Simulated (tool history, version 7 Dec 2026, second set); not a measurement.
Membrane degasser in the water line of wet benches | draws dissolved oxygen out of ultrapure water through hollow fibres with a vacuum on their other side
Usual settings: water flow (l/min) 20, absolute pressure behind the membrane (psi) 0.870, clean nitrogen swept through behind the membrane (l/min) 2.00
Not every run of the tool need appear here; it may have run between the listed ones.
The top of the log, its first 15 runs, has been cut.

run    hour  water flow (l/min)  absolute pressure behind the membrane (psi)  clean nitrogen swept through behind the membrane (l/min)  hours since the membrane was changed  hours since the vacuum gauge was calibrated  hours since the vacuum lines were made tight  dissolved oxygen in the water behind the degasser (ppb)  pressure that the water loses in the fibres (psi)
 16  3601.7                  20                                        0.870                                                      2.68                                  5993                                         3315                                          4571                                                     55.6                                              5.368
 17  3766.4                  20                                        0.867                                                      4.63                                  6158                                         3480                                          4736                                                     34.9                                              5.387
 18  4086.6                  20                                        0.867                                                      4.63                                  6478                                         3800                                          5056                                                     35.5                                              5.417
 19  4363.6                  20                                        1.740                                                      1.13                                  6755                                         4077                                          5333                                                    346.5                                              5.390
 20  4689.6                  21                                        0.844                                                      3.11                                  7081                                         4403                                          5659                                                     50.0                                              5.661
 21  5004.8                  21                                        0.844                                                      1.68                                  7396                                         4719                                          5974                                                     83.4                                              5.668
 22  5175.4                  20                                        0.799                                                      5.86                                  7567                                         4889                                          6145                                                     25.5                                              5.403
 23  5494.2                  20                                        0.799                                                      5.86                                  7886                                         5208                                          6464                                                     25.4                                              5.343
     5542.3  -- seals of the vacuum lines changed
 24  5667.2                  20                                        0.799                                                      5.86                                  8057                                         5379                                           125                                                     25.4                                              5.430
 25  5926.0                  20                                        0.870                                                      4.87                                  8315                                         5638                                           384                                                     34.8                                              5.393
 26  6226.5                  23                                        0.870                                                      5.35                                  8616                                         5938                                           684                                                     39.0                                              6.234
 27  6519.0                  20                                        1.432                                                      1.42                                  8909                                         6231                                           977                                                    215.9                                              5.403
 28  6668.2                  20                                        0.606                                                      0.93                                  9058                                         6380                                          1126                                                     53.4                                              5.353
 29  6809.6                  19                                        0.606                                                      2.47                                  9199                                         6521                                          1267                                                     23.8                                              5.084
 30  7099.9                  21                                        1.912                                                      1.45                                  9489                                         6812                                          1558                                                    329.8                                              5.688
     7356.2  -- vacuum gauge calibrated
 31  7421.7                  20                                        0.783                                                      2.00                                  9811                                           65                                          1879                                                     57.9                                              5.397
 32  7704.5                  20                                        1.155                                                      2.00                                 10093                                          348                                          2162                                                    117.2                                              5.437

Each row is a separate what-if for the run after 32, all from the same tool condition, not one after another. Results?
  A  7862.5                  20                                        1.529                                                      2.00                                 10251                                          506                                          2320                                                        ?                                                  ?
  B  7862.5                  20                                        0.812                                                      2.15                                 10251                                          506                                          2320                                                        ?                                                  ?
  C  7862.5                  20                                        1.155                                                      1.38                                 10251                                          506                                          2320                                                        ?                                                  ?

run  dissolved oxygen in the water behind the degasser (ppb)  pressure that the water loses in the fibres (psi)
  A                                                    178.7                                              5.406
  B                                                     58.4                                              5.363
  C                                                    167.1                                              5.375
Without the tool's unlogged condition, the same runs would have read:
run  dissolved oxygen in the water behind the degasser (ppb)  pressure that the water loses in the fibres (psi)
  A                                                    178.7                                              5.401
  B                                                     58.3                                              5.359
  C                                                    167.1                                              5.371
